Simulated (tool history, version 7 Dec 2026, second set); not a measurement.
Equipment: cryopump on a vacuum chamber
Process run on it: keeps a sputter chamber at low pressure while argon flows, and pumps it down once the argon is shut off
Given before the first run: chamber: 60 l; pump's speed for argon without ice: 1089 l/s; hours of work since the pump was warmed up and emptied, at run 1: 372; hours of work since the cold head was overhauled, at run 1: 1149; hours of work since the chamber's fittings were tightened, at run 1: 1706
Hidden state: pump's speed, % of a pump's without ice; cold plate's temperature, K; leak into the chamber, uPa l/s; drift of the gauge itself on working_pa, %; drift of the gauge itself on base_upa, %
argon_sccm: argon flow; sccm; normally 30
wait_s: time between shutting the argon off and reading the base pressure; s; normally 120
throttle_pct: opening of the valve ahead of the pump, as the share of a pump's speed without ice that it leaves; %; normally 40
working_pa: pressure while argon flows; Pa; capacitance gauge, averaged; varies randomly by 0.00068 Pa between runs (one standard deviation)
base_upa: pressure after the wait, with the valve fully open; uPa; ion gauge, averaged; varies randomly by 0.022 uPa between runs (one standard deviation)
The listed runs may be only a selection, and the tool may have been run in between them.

run	day	argon_sccm	wait_s	throttle_pct	hours of work since the pump was warmed up and emptied	hours of work since the cold head was overhauled	hours of work since the chamber's fittings were tightened	working_pa	base_upa
1	0	30	120	40	372	1149	1706	0.1243	2.7
2	3.221	30	120	28	412	1189	1746	0.1746	2.78
3	5.508	30	120	28	441	1218	1775	0.1758	2.83
4	8.254	30	120	28	475	1252	1809	0.1759	2.88
5	11.271	30	120	28	513	1290	1847	0.1758	3.03
6	13.267	30	120	28	538	1315	1872	0.1763	3.04
7	15.554	30	120	40	566	1343	1901	0.1281	3.06
8	16.929	30	120	40	584	1361	1918	0.1272	3.16
9	19.117	30	120	40	611	1388	1945	0.1275	3.17
10	21.354	30	120	40	639	1416	1974	0.1283	3.24
11	23.183	30	120	40	662	1439	1996	0.1293	3.3
12	25.504	30	120	17	691	1468	2025	0.2894	3.4
# day 26.058: leaking fittings of the chamber tightened, without venting
13	28.317	30	120	17	725	1502	28	0.2894	0.79
14	30.517	30	120	40	753	1530	56	0.1311	0.79
# day 31.567: pump warmed up, emptied and cooled again
15	32.988	30	120	40	18	1558	84	0.118	0.69
16	35.5	30	40	40	49	1590	116	0.1183	1.41
17	38.571	30	120	16	88	1628	154	0.2943	0.78
18	41.025	30	27	40	118	1659	185	0.1197	1.97
19	44.142	21	27	48	157	1698	224	0.0691	1.97
20	47.196	54	71	48	196	1736	262	0.1837	1.16
21	49.962	14	177	50	230	1771	297	0.047	0.85
22	51.667	14	23	50	252	1792	318	0.046	2.33
23	53.896	28	52	21	280	1820	346	0.2122	1.44
24	56.367	28	52	21	311	1851	377	0.2115	1.49
25	58.717	28	52	21	340	1880	406	0.2148	1.51
26	60.1	28	52	21	357	1898	424	0.2151	1.56
27	61.917	13	120	39	380	1920	446	0.0549	1.19
28	64.283	30	53	33	410	1950	476	0.1489	1.61
29	66.117	41	149	27	433	1973	499	0.2485	1.19
30	68.129	14	23	50	458	1998	524	0.0486	2.7
31	71.408	21	256	44	499	2039	565	0.0819	1.2
32	73.7	37	114	44	528	2068	594	0.1452	1.44
33	76.862	30	94	15	567	2108	634	0.3219	1.56

Branching from run 33: 3 alternative next runs. What would each branch give?
A	79.662	19	120	40	602	2143	669	?	?
B	79.662	45	41	49	602	2143	669	?	?
C	79.662	40	51	22	602	2143	669	?	?

run	working_pa	base_upa
A	0.0811	1.57
B	0.1621	2.16
C	0.2994	1.96
Take away the tool's hidden state, keep each run's random variation, and the runs would have read:
run	working_pa	base_upa
A	0.0729	0.61
B	0.1426	1.21
C	0.282	1.02

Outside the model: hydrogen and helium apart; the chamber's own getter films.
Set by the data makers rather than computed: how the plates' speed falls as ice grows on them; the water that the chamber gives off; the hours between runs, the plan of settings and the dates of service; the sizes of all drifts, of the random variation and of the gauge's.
